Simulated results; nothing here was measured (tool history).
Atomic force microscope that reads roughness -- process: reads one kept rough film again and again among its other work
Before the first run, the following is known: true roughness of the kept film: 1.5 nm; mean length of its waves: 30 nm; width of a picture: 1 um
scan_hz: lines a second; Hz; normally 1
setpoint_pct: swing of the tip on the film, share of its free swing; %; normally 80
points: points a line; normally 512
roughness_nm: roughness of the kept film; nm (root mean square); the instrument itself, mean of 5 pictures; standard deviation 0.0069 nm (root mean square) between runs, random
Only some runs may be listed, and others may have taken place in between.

Run 1, hour 0: usual settings. Result: roughness_nm 1.381 nm (root mean square).
Run 2, hour 17: usual settings. Result: roughness_nm 1.38 nm (root mean square).
Run 3, hour 39.1: usual settings but scan_hz 2.15 Hz. Result: roughness_nm 1.322 nm (root mean square).
Run 4, hour 64.7: usual settings but scan_hz 2.15 Hz. Result: roughness_nm 1.304 nm (root mean square).
Run 5, hour 81.1: usual settings. Result: roughness_nm 1.341 nm (root mean square).
Run 6, hour 106.9: usual settings but setpoint_pct 84 %. Result: roughness_nm 1.317 nm (root mean square).
At hour 110.1: height scale calibrated on a step standard.
Run 7, hour 122: usual settings but setpoint_pct 84 %. Result: roughness_nm 1.316 nm (root mean square).
Run 8, hour 137.5: usual settings but setpoint_pct 84 %. Result: roughness_nm 1.302 nm (root mean square).
At hour 147: new tip fitted.
Run 9, hour 150.6: usual settings but setpoint_pct 84 %. Result: roughness_nm 1.417 nm (root mean square).
Run 10, hour 175.4: usual settings but setpoint_pct 84 %. Result: roughness_nm 1.39 nm (root mean square).
Run 11, hour 201.7: usual settings but scan_hz 1.1 Hz, setpoint_pct 65 %, points 357. Result: roughness_nm 1.391 nm (root mean square).
At hour 219.9: height scale calibrated on a step standard, once more.
Run 12, hour 222.2: usual settings but scan_hz 1.1 Hz, setpoint_pct 65 %, points 357. Result: roughness_nm 1.368 nm (root mean square).
Run 13, hour 233.3: usual settings but setpoint_pct 78 %, points 455. Result: roughness_nm 1.336 nm (root mean square).
Run 14, hour 253.6: usual settings but setpoint_pct 78 %, points 385. Result: roughness_nm 1.324 nm (root mean square).
Run 15, hour 279.5: usual settings but scan_hz 1.77 Hz, setpoint_pct 66 %. Result: roughness_nm 1.329 nm (root mean square).

Alternative continuations, all from the tool just after run 15; predict every row:
Run A, hour 294.2: usual settings but scan_hz 1.61 Hz, setpoint_pct 82 %, points 399. Result: roughness_nm ?.
Run B, hour 294.2: usual settings but scan_hz 1.69 Hz, setpoint_pct 66 %, points 387. Result: roughness_nm ?.
Run C, hour 294.2: usual settings but scan_hz 0.76 Hz. Result: roughness_nm ?.
Run D, hour 294.2: usual settings but scan_hz 2.72 Hz, setpoint_pct 66 %, points 567. Result: roughness_nm ?.
Run E, hour 294.2: usual settings but scan_hz 0.51 Hz, setpoint_pct 78 %, points 892. Result: roughness_nm ?.

run  roughness_nm
  A         1.278
  B         1.318
  C         1.309
  D           1.3
  E         1.326
The same runs, with their run-to-run variation unchanged, on a tool lacking any hidden condition would have given:
run  roughness_nm
  A         1.378
  B         1.421
  C         1.412
  D         1.403
  E         1.431

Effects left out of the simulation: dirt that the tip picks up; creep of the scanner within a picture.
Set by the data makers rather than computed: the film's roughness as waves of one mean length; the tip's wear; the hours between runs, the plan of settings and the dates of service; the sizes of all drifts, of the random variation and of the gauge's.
